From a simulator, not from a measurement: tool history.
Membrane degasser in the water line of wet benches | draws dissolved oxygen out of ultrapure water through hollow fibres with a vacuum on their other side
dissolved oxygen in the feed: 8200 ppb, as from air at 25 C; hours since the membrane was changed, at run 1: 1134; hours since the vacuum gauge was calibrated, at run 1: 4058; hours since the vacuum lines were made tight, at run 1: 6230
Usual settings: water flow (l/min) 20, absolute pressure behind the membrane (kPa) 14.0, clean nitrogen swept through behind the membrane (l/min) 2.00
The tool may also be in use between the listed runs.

run,day,water flow (l/min),absolute pressure behind the membrane (kPa),clean nitrogen swept through behind the membrane (l/min),hours since the membrane was changed,hours since the vacuum gauge was calibrated,hours since the vacuum lines were made tight,dissolved oxygen in the water behind the degasser (ppb),pressure that the water loses in the fibres (kPa)
1,0.000,20,14.0,2.00,1134,4058,6230,256.6,61.25
2,4.917,20,14.0,2.00,1252,4176,6348,256.4,61.29
3,7.783,20,8.7,2.00,1321,4245,6417,135.4,61.82
4,11.375,20,14.0,2.00,1407,4331,6503,256.6,61.65
5,16.154,20,14.0,2.00,1522,4446,6618,257.0,61.07
6,19.250,20,14.0,2.00,1596,4520,6692,256.7,61.60
7,22.279,20,14.0,2.00,1669,4593,6765,256.7,61.59
8,24.529,22,14.0,2.00,1723,4647,6819,281.4,67.68
9,28.529,22,33.9,4.51,1819,4743,6915,360.5,67.82
10,33.442,28,16.4,2.24,1937,4861,7033,383.3,86.30
# day 33.721: vacuum gauge calibrated
11,36.404,28,16.4,2.24,2007,64,7103,384.4,86.50
12,38.825,28,14.6,1.42,2065,122,7161,495.4,86.13
13,42.638,28,14.6,1.42,2157,214,7253,495.2,86.28
14,45.117,28,10.0,1.42,2216,274,7312,309.4,86.21

3 ways to go on from here, each from the tool as it stands after run 14. What would each give?
A,49.904,16,14.0,2.00,2331,388,7427,?,?
B,49.904,14,10.0,3.80,2331,388,7427,?,?
C,49.904,28,10.0,1.70,2331,388,7427,?,?

run,dissolved oxygen in the water behind the degasser (ppb),pressure that the water loses in the fibres (kPa)
A,209.4,49.33
B,64.6,43.06
C,264.9,86.26
Without the tool's hidden state the same runs would have given:
run,dissolved oxygen in the water behind the degasser (ppb),pressure that the water loses in the fibres (kPa)
A,202.7,48.75
B,61.5,42.56
C,254.7,85.26
